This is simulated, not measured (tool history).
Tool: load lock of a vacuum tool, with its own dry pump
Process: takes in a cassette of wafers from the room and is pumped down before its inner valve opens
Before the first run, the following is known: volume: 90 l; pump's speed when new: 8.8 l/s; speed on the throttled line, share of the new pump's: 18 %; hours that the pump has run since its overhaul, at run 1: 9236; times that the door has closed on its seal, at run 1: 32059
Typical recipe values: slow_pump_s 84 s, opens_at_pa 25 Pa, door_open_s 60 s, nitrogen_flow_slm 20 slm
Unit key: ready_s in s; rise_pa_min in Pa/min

run	hour	slow_pump_s	opens_at_pa	door_open_s	nitrogen_flow_slm	hours that the pump has run since its overhaul	times that the door has closed on its seal	incoming humidity of the room's air, %	ready_s	rise_pa_min
1	0	84	25	60	20	9236	32059	40.4	162.2	0.245
2	178.1	84	25	60	20	9415	32894	47.1	163.9	0.262
3	419.1	84	25	60	20	9656	34024	45.6	160.8	0.269
4	631.6	84	25	60	20	9868	35021	40.1	162.7	0.271
5	913	84	25	60	20	10149	36341	47.5	163.4	0.306
6	1129.3	84	25	60	20	10366	37355	46.3	164.4	0.312
7	1355.6	84	25	60	20	10592	38416	45.6	164.7	0.323
8	1599.6	84	21	60	20	10836	39560	46.9	164.4	0.332
9	1724	84	21	60	20	10960	40144	49.4	163.1	0.336
10	1919.7	71	25	43	7	11156	41062	40.2	152.7	0.352

Run 11 is up next; what results do you expect?
11	2158.9	71	25	43	7	11395	42184	46.6	?	?

ready_s: 154.1 s
rise_pa_min: 0.37 Pa/min
Minus the tool's unlogged condition, the same run would have read ready_s 144 s, rise_pa_min 0.018 Pa/min.
